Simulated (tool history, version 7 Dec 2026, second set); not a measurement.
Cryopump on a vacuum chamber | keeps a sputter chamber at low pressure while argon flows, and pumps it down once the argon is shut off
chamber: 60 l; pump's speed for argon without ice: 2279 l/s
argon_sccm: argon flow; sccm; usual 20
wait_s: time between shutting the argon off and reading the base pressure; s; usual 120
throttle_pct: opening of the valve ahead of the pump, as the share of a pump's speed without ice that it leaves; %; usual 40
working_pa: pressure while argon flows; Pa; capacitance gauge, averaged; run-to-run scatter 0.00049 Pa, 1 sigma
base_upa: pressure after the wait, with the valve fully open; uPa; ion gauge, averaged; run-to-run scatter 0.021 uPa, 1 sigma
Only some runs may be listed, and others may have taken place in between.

{"run": 1, "hour": 0.0, "argon_sccm": 20, "wait_s": 120, "throttle_pct": 40, "working_pa": 0.0416, "base_upa": 1.92}
{"run": 2, "hour": 24.0, "argon_sccm": 20, "wait_s": 120, "throttle_pct": 40, "working_pa": 0.0428, "base_upa": 1.86}
{"run": 3, "hour": 64.6, "argon_sccm": 20, "wait_s": 120, "throttle_pct": 40, "working_pa": 0.0428, "base_upa": 2.03}
{"run": 4, "hour": 104.6, "argon_sccm": 20, "wait_s": 120, "throttle_pct": 40, "working_pa": 0.0427, "base_upa": 1.99}
{"run": 5, "hour": 155.9, "argon_sccm": 20, "wait_s": 120, "throttle_pct": 40, "working_pa": 0.0424, "base_upa": 2.05}
{"run": 6, "hour": 186.8, "argon_sccm": 20, "wait_s": 120, "throttle_pct": 40, "working_pa": 0.0429, "base_upa": 2.09}
{"hour": 222.3, "done": "pump warmed up, emptied and cooled again"}
{"run": 7, "hour": 234.3, "argon_sccm": 20, "wait_s": 120, "throttle_pct": 40, "working_pa": 0.0371, "base_upa": 1.66}
{"run": 8, "hour": 261.0, "argon_sccm": 20, "wait_s": 120, "throttle_pct": 40, "working_pa": 0.0382, "base_upa": 1.64}
{"run": 9, "hour": 288.7, "argon_sccm": 20, "wait_s": 33, "throttle_pct": 40, "working_pa": 0.0378, "base_upa": 2.62}
{"run": 10, "hour": 332.1, "argon_sccm": 20, "wait_s": 120, "throttle_pct": 40, "working_pa": 0.0378, "base_upa": 1.65}
{"run": 11, "hour": 356.9, "argon_sccm": 20, "wait_s": 120, "throttle_pct": 40, "working_pa": 0.0379, "base_upa": 1.74}
{"run": 12, "hour": 389.0, "argon_sccm": 20, "wait_s": 120, "throttle_pct": 40, "working_pa": 0.0379, "base_upa": 1.81}
{"run": 13, "hour": 412.2, "argon_sccm": 30, "wait_s": 120, "throttle_pct": 40, "working_pa": 0.0564, "base_upa": 1.73}
{"run": 14, "hour": 447.7, "argon_sccm": 39, "wait_s": 120, "throttle_pct": 40, "working_pa": 0.0755, "base_upa": 1.74}
{"run": 15, "hour": 472.4, "argon_sccm": 39, "wait_s": 120, "throttle_pct": 40, "working_pa": 0.0738, "base_upa": 1.85}
{"run": 16, "hour": 507.1, "argon_sccm": 39, "wait_s": 120, "throttle_pct": 40, "working_pa": 0.0749, "base_upa": 1.87}
{"run": 17, "hour": 531.1, "argon_sccm": 39, "wait_s": 120, "throttle_pct": 40, "working_pa": 0.0758, "base_upa": 1.91}
{"run": 18, "hour": 568.2, "argon_sccm": 15, "wait_s": 61, "throttle_pct": 40, "working_pa": 0.0299, "base_upa": 2.26}
{"run": 19, "hour": 609.1, "argon_sccm": 15, "wait_s": 61, "throttle_pct": 40, "working_pa": 0.0292, "base_upa": 2.29}
{"run": 20, "hour": 657.6, "argon_sccm": 15, "wait_s": 172, "throttle_pct": 35, "working_pa": 0.0335, "base_upa": 1.97}
{"run": 21, "hour": 706.7, "argon_sccm": 25, "wait_s": 120, "throttle_pct": 40, "working_pa": 0.05, "base_upa": 2.09}
{"run": 22, "hour": 740.8, "argon_sccm": 25, "wait_s": 120, "throttle_pct": 40, "working_pa": 0.0499, "base_upa": 2.1}
{"run": 23, "hour": 789.7, "argon_sccm": 25, "wait_s": 120, "throttle_pct": 40, "working_pa": 0.0497, "base_upa": 2.1}
{"run": 24, "hour": 823.5, "argon_sccm": 29, "wait_s": 183, "throttle_pct": 32, "working_pa": 0.0725, "base_upa": 2.16}
{"run": 25, "hour": 874.7, "argon_sccm": 12, "wait_s": 34, "throttle_pct": 40, "working_pa": 0.0245, "base_upa": 3.2}
{"run": 26, "hour": 907.1, "argon_sccm": 12, "wait_s": 34, "throttle_pct": 40, "working_pa": 0.0247, "base_upa": 3.21}
{"run": 27, "hour": 941.1, "argon_sccm": 17, "wait_s": 34, "throttle_pct": 40, "working_pa": 0.0358, "base_upa": 3.26}
{"run": 28, "hour": 970.4, "argon_sccm": 33, "wait_s": 281, "throttle_pct": 23, "working_pa": 0.1135, "base_upa": 2.22}
{"run": 29, "hour": 1020.0, "argon_sccm": 25, "wait_s": 61, "throttle_pct": 24, "working_pa": 0.0825, "base_upa": 2.75}
{"run": 30, "hour": 1041.0, "argon_sccm": 25, "wait_s": 252, "throttle_pct": 16, "working_pa": 0.1227, "base_upa": 2.35}
{"run": 31, "hour": 1085.8, "argon_sccm": 12, "wait_s": 117, "throttle_pct": 30, "working_pa": 0.0333, "base_upa": 2.57}
{"run": 32, "hour": 1136.7, "argon_sccm": 38, "wait_s": 120, "throttle_pct": 36, "working_pa": 0.0902, "base_upa": 2.6}
{"run": 33, "hour": 1167.6, "argon_sccm": 21, "wait_s": 291, "throttle_pct": 21, "working_pa": 0.0813, "base_upa": 2.54}

Measured less the same run without the tool's hidden state. The same run-to-run variation is in both; the gauge's scatter may not be:
Unlogged tool condition in this case: pump's speed, % of a pump's without ice; cold plate's temperature, K; leak into the chamber, uPa l/s; drift of the gauge itself on working_pa, %; drift of the gauge itself on base_upa, %.
run=1 working_pa=+0.0046 base_upa=+1.44
run=2 working_pa=+0.0048 base_upa=+1.41
run=3 working_pa=+0.0051 base_upa=+1.53
run=4 working_pa=+0.0055 base_upa=+1.52
run=5 working_pa=+0.0059 base_upa=+1.61
run=6 working_pa=+0.0061 base_upa=+1.64
run=7 working_pa=+0.0001 base_upa=+1.18
run=8 working_pa=+0.0003 base_upa=+1.17
run=9 working_pa=+0.0004 base_upa=+1.22
run=10 working_pa=+0.0006 base_upa=+1.21
run=11 working_pa=+0.0007 base_upa=+1.26
run=12 working_pa=+0.0009 base_upa=+1.30
run=13 working_pa=+0.0016 base_upa=+1.28
run=14 working_pa=+0.0024 base_upa=+1.29
run=15 working_pa=+0.0026 base_upa=+1.38
run=16 working_pa=+0.0030 base_upa=+1.41
run=17 working_pa=+0.0032 base_upa=+1.44
run=18 working_pa=+0.0014 base_upa=+1.46
run=19 working_pa=+0.0015 base_upa=+1.51
run=20 working_pa=+0.0018 base_upa=+1.59
run=21 working_pa=+0.0033 base_upa=+1.60
run=22 working_pa=+0.0036 base_upa=+1.62
run=23 working_pa=+0.0040 base_upa=+1.63
run=24 working_pa=+0.0049 base_upa=+1.78
run=25 working_pa=+0.0023 base_upa=+1.83
run=26 working_pa=+0.0024 base_upa=+1.87
run=27 working_pa=+0.0037 base_upa=+1.90
run=28 working_pa=+0.0074 base_upa=+1.95
run=29 working_pa=+0.0060 base_upa=+1.98
run=30 working_pa=+0.0063 base_upa=+2.07
run=31 working_pa=+0.0032 base_upa=+2.12
run=32 working_pa=+0.0110 base_upa=+2.14
run=33 working_pa=+0.0064 base_upa=+2.26
